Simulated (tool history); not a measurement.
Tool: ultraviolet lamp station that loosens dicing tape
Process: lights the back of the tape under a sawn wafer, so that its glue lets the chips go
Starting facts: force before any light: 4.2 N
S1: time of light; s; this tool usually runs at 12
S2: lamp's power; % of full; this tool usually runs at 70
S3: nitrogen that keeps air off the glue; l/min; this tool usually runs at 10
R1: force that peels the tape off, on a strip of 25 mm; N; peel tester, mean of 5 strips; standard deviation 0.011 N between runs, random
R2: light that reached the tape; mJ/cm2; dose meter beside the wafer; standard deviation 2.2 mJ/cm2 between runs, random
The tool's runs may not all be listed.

run   hour  S1  S2  S3     R1   R2
  1    0.0  12  70  10  0.510  183
  2    6.1  12  70  10  0.519  183
  3   14.5  12  70  10  0.503  183
  4   24.9  12  70  10  0.497  188
  5   31.8  12  70  10  0.508  182
      33.0  -- window cleaned of glue's vapour
  6   38.7  12  70  10  0.510  179
  7   45.4  12  70  10  0.514  181
  8   51.7  12  70  10  0.505  178
  9   61.8  13  74  10  0.405  206
 10   70.6  12  85  10  0.358  219
 11   76.9  12  82  10  0.379  210
 12   86.7  18  93  10  0.117  361
      96.8  -- window cleaned of glue's vapour, once more
 13   98.4  12  82   5  0.558  217
 14  106.7  10  96   5  0.560  214
 15  114.5   8  73  11  0.896  126

What if the next run were any one of these 3? Each begins from the tool's condition after run 15:
  A  124.6   8  87   5   ?   ?
  B  124.6  12  86  20   ?   ?
  C  124.6  21  70  14   ?   ?

run     R1   R2
  A  0.970  152
  B  0.225  224
  C  0.128  320
With no hidden state in the tool, these same runs would have given:
run     R1   R2
  A  0.915  158
  B  0.205  233
  C  0.118  334
